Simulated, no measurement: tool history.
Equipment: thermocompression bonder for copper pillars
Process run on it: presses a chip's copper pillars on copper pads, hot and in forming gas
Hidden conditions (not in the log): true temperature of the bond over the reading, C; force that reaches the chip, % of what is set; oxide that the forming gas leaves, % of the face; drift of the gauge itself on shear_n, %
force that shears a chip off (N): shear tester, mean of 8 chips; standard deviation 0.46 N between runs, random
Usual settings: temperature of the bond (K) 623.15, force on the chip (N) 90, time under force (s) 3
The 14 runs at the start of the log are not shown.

run	hour	temperature of the bond (K)	force on the chip (N)	time under force (s)	hours of work since the heater was calibrated	hours of work since the force cell was calibrated	hours of work since the gas filter was changed	force that shears a chip off (N)
15	789.7	623.15	90	6	306	1661	136	85.3
16	843.4	623.15	90	6	339	1694	170	85.6
17	901.7	623.15	90	3	375	1730	205	68.4
18	939.2	623.15	115	3	398	1753	229	76.8
19	1019.9	623.15	90	3	448	1802	278	67.4
20	1086.5	623.15	117	3	489	1843	319	75.4
# hour 1132.2: forming gas filter changed
21	1132.2	623.15	117	3	517	1871	0	85.6
# hour 1187.8: force cell calibrated
22	1191.5	623.15	64	3	553	2	36	58.5
23	1238.8	623.15	115	7	582	31	65	101.0
24	1276.4	611.15	90	3	605	55	88	63.1
25	1339.7	611.15	89	3	644	94	127	63.5
26	1421.4	611.15	89	3	694	144	177	62.3
27	1466.8	595.15	71	7	722	172	205	63.4
28	1548.2	614.15	101	3	772	222	255	67.1
29	1608.4	627.15	90	2	809	259	292	59.8
30	1673.8	640.15	93	2	850	299	333	66.7
# hour 1699.6: forming gas filter changed
31	1750.7	650.15	91	7	897	346	31	106.8
32	1785.0	650.15	91	7	918	368	53	106.4
33	1848.5	605.15	61	2	957	407	92	41.5
34	1914.9	616.15	69	2	998	448	133	49.7
35	1981.9	634.15	123	5	1039	489	174	99.3
36	2037.2	599.15	103	3	1073	523	208	62.0
# hour 2059.5: heater calibrated with a thermocouple chip
37	2116.4	599.15	103	3	35	570	256	57.7
38	2194.1	599.15	103	3	83	618	303	57.3
39	2254.4	599.15	103	3	120	655	340	56.1

Below are 3 alternative next runs, each starting from the tool's condition after run 39. Predict each:
# hour 2267.5: forming gas filter changed
A	2300.2	623.15	71	4	148	683	20	?
# hour 2267.5: forming gas filter changed
B	2300.2	623.15	121	4	148	683	20	?
# hour 2267.5: forming gas filter changed
C	2300.2	599.15	86	3	148	683	20	?

run	force that shears a chip off (N)
A	69.1
B	90.2
C	56.9
What these runs would have given with no unlogged condition in the tool:
run	force that shears a chip off (N)
A	67.2
B	88.3
C	55.0
